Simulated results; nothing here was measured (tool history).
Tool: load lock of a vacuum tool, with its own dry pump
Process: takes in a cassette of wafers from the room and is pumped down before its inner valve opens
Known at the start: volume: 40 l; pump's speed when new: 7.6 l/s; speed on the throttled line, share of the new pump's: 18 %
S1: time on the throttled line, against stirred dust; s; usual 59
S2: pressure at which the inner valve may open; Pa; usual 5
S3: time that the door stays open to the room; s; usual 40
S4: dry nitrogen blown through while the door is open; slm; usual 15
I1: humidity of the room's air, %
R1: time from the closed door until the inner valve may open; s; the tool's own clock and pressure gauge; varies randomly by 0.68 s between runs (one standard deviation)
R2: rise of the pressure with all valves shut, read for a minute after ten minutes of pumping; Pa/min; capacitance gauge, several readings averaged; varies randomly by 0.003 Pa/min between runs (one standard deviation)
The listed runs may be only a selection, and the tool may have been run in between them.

{"run": 1, "hour": 0.0, "S1": 59, "S2": 5, "S3": 40, "S4": 15, "I1": 47.4, "R1": 101.7, "R2": 0.32}
{"run": 2, "hour": 203.5, "S1": 42, "S2": 5, "S3": 40, "S4": 15, "I1": 44.0, "R1": 89.4, "R2": 0.358}
{"run": 3, "hour": 436.3, "S1": 42, "S2": 5, "S3": 40, "S4": 15, "I1": 48.9, "R1": 88.5, "R2": 0.391}
{"run": 4, "hour": 722.4, "S1": 42, "S2": 7, "S3": 40, "S4": 15, "I1": 44.7, "R1": 86.4, "R2": 0.448}
{"run": 5, "hour": 945.6, "S1": 59, "S2": 5, "S3": 40, "S4": 15, "I1": 41.9, "R1": 103.1, "R2": 0.49}
{"run": 6, "hour": 1148.7, "S1": 59, "S2": 5, "S3": 40, "S4": 15, "I1": 40.8, "R1": 101.4, "R2": 0.526}
{"run": 7, "hour": 1434.4, "S1": 59, "S2": 5, "S3": 40, "S4": 15, "I1": 41.2, "R1": 103.0, "R2": 0.597}
{"run": 8, "hour": 1721.4, "S1": 59, "S2": 5, "S3": 40, "S4": 15, "I1": 47.6, "R1": 103.1, "R2": 0.032}
{"run": 9, "hour": 1881.0, "S1": 59, "S2": 5, "S3": 40, "S4": 15, "I1": 45.5, "R1": 104.2, "R2": 0.033}
{"run": 10, "hour": 2162.3, "S1": 59, "S2": 5, "S3": 40, "S4": 15, "I1": 45.5, "R1": 104.3, "R2": 0.054}
{"run": 11, "hour": 2345.6, "S1": 59, "S2": 5, "S3": 40, "S4": 15, "I1": 48.0, "R1": 103.5, "R2": 0.067}
{"run": 12, "hour": 2587.8, "S1": 53, "S2": 5, "S3": 40, "S4": 15, "I1": 45.9, "R1": 99.4, "R2": 0.092}
{"run": 13, "hour": 2802.0, "S1": 53, "S2": 5, "S3": 40, "S4": 15, "I1": 47.4, "R1": 97.5, "R2": 0.107}
{"run": 14, "hour": 3022.4, "S1": 53, "S2": 5, "S3": 40, "S4": 15, "I1": 44.7, "R1": 98.6, "R2": 0.13}
{"run": 15, "hour": 3141.5, "S1": 59, "S2": 5, "S3": 40, "S4": 15, "I1": 48.1, "R1": 105.4, "R2": 0.151}
{"run": 16, "hour": 3350.5, "S1": 36, "S2": 5, "S3": 40, "S4": 15, "I1": 41.9, "R1": 85.0, "R2": 0.171}
{"run": 17, "hour": 3635.8, "S1": 36, "S2": 5, "S3": 42, "S4": 15, "I1": 44.0, "R1": 85.6, "R2": 0.2}
{"run": 18, "hour": 3828.5, "S1": 36, "S2": 5, "S3": 42, "S4": 15, "I1": 44.7, "R1": 85.3, "R2": 0.233}
{"run": 19, "hour": 4047.1, "S1": 36, "S2": 5, "S3": 42, "S4": 15, "I1": 42.5, "R1": 86.0, "R2": 0.262}
{"run": 20, "hour": 4340.5, "S1": 36, "S2": 5, "S3": 114, "S4": 15, "I1": 45.3, "R1": 85.0, "R2": 0.339}
{"run": 21, "hour": 4560.3, "S1": 59, "S2": 5, "S3": 31, "S4": 32, "I1": 44.6, "R1": 104.8, "R2": 0.336}
{"run": 22, "hour": 4841.4, "S1": 73, "S2": 8, "S3": 67, "S4": 35, "I1": 46.4, "R1": 113.2, "R2": 0.407}
{"run": 23, "hour": 5048.0, "S1": 73, "S2": 8, "S3": 67, "S4": 35, "I1": 43.3, "R1": 112.3, "R2": 0.452}
{"run": 24, "hour": 5281.3, "S1": 39, "S2": 10, "S3": 40, "S4": 15, "I1": 43.3, "R1": 84.2, "R2": 0.501}
{"run": 25, "hour": 5404.8, "S1": 32, "S2": 5, "S3": 40, "S4": 15, "I1": 43.4, "R1": 83.3, "R2": 0.532}
{"run": 26, "hour": 5535.7, "S1": 59, "S2": 6, "S3": 134, "S4": 15, "I1": 44.2, "R1": 103.9, "R2": 0.571}
{"run": 27, "hour": 5695.5, "S1": 57, "S2": 7, "S3": 30, "S4": 8, "I1": 44.2, "R1": 102.4, "R2": 0.028}
{"run": 28, "hour": 5952.3, "S1": 57, "S2": 7, "S3": 35, "S4": 8, "I1": 47.6, "R1": 101.6, "R2": 0.035}
{"run": 29, "hour": 6224.0, "S1": 57, "S2": 7, "S3": 35, "S4": 8, "I1": 47.8, "R1": 101.8, "R2": 0.056}
{"run": 30, "hour": 6423.7, "S1": 59, "S2": 5, "S3": 40, "S4": 21, "I1": 45.5, "R1": 103.0, "R2": 0.06}
{"run": 31, "hour": 6557.5, "S1": 59, "S2": 5, "S3": 40, "S4": 21, "I1": 41.8, "R1": 103.4, "R2": 0.07}
{"run": 32, "hour": 6748.9, "S1": 59, "S2": 5, "S3": 40, "S4": 21, "I1": 45.9, "R1": 105.1, "R2": 0.084}
{"run": 33, "hour": 6901.4, "S1": 70, "S2": 5, "S3": 184, "S4": 5, "I1": 44.1, "R1": 114.0, "R2": 0.155}
{"run": 34, "hour": 7114.7, "S1": 70, "S2": 5, "S3": 73, "S4": 7, "I1": 45.2, "R1": 114.1, "R2": 0.146}
{"run": 35, "hour": 7277.9, "S1": 35, "S2": 7, "S3": 120, "S4": 39, "I1": 43.2, "R1": 84.3, "R2": 0.145}
{"run": 36, "hour": 7422.0, "S1": 35, "S2": 7, "S3": 120, "S4": 39, "I1": 47.0, "R1": 84.3, "R2": 0.168}

Not shown here: 2 entries made in the log between runs. Locate each between two listed runs and compare the hidden state at the listed run before it with the hidden state at the listed run after it:
Logged between run 7 and run 8: door's seal changed, seat wiped (hour 1581.6)
  pump's speed, % of a new pump's: 95.3 -> 95.1; leak at the door's seal, Pa l/s: 0.385 -> 0.0067
  measured less the result without the state, R1: +2.2 -> +2.2 s; R2: +0.572 -> +0.007 Pa/min
Logged between run 26 and run 27: door's seal changed, seat wiped (hour 5673.1)
  pump's speed, % of a new pump's: 92 -> 91.9; leak at the door's seal, Pa l/s: 0.3607 -> 0.0027
  measured less the result without the state, R1: +3.7 -> +3.7 s; R2: +0.535 -> +0.001 Pa/min
